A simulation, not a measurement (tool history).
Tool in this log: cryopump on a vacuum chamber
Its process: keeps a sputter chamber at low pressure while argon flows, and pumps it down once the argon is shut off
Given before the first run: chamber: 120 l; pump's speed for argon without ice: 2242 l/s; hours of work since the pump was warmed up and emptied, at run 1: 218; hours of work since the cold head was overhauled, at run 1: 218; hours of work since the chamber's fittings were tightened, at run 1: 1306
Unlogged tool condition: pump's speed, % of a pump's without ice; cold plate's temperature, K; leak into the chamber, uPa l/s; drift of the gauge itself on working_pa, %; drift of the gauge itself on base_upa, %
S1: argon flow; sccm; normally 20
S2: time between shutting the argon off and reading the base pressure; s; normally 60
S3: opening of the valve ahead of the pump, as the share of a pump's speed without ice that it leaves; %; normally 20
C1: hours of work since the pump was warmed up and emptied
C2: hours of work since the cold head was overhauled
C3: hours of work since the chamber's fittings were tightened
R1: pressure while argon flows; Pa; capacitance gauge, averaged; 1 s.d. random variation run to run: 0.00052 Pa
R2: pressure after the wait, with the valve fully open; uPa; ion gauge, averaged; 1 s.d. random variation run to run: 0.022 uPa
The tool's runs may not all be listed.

run	hour	S1	S2	S3	C1	C2	C3	R1	R2
1	0.0	20	60	20	218	218	1306	0.0768	1.12
2	36.0	20	60	20	235	235	1323	0.0767	1.14
3	58.4	20	60	35	246	246	1334	0.0448	1.17
4	98.1	20	60	35	265	265	1353	0.0445	1.18
5	131.8	20	60	20	281	281	1369	0.0768	1.21
6	151.5	20	60	20	290	290	1378	0.0770	1.19
7	173.7	20	60	20	301	301	1389	0.0773	1.18
8	196.8	20	60	20	312	312	1400	0.0780	1.23
9	216.3	20	60	57	321	321	1409	0.0283	1.23
10	232.6	20	60	57	329	329	1417	0.0274	1.26
11	259.4	20	60	20	342	342	1430	0.0776	1.27
12	279.5	20	60	20	351	351	1439	0.0775	1.26
13	313.5	20	144	20	367	367	1455	0.0772	0.99
14	334.8	20	144	20	378	378	1466	0.0761	0.96
15	360.6	20	144	20	390	390	1478	0.0768	0.97
16	392.9	20	144	20	405	405	1493	0.0765	0.99
17	432.0	20	240	20	424	424	1512	0.0777	0.94
18	467.7	20	240	20	441	441	1529	0.0784	0.91
19	488.3	20	240	20	451	451	1539	0.0773	0.97
20	504.8	20	240	20	459	459	1547	0.0781	0.98
21	537.0	20	240	20	474	474	1562	0.0770	0.94
22	575.8	18	31	20	493	493	1581	0.0709	1.81
23	611.5	23	60	19	510	510	1598	0.0945	1.33

Predict the results of run 24:
24	643.1	23	84	21	525	525	1613	?	?

Run 24 yielded R1 0.0855 Pa, R2 1.19 uPa.
On a tool with no hidden condition, and with the same random variation, this run would have come out at R1 0.0823 Pa, R2 0.46 uPa.
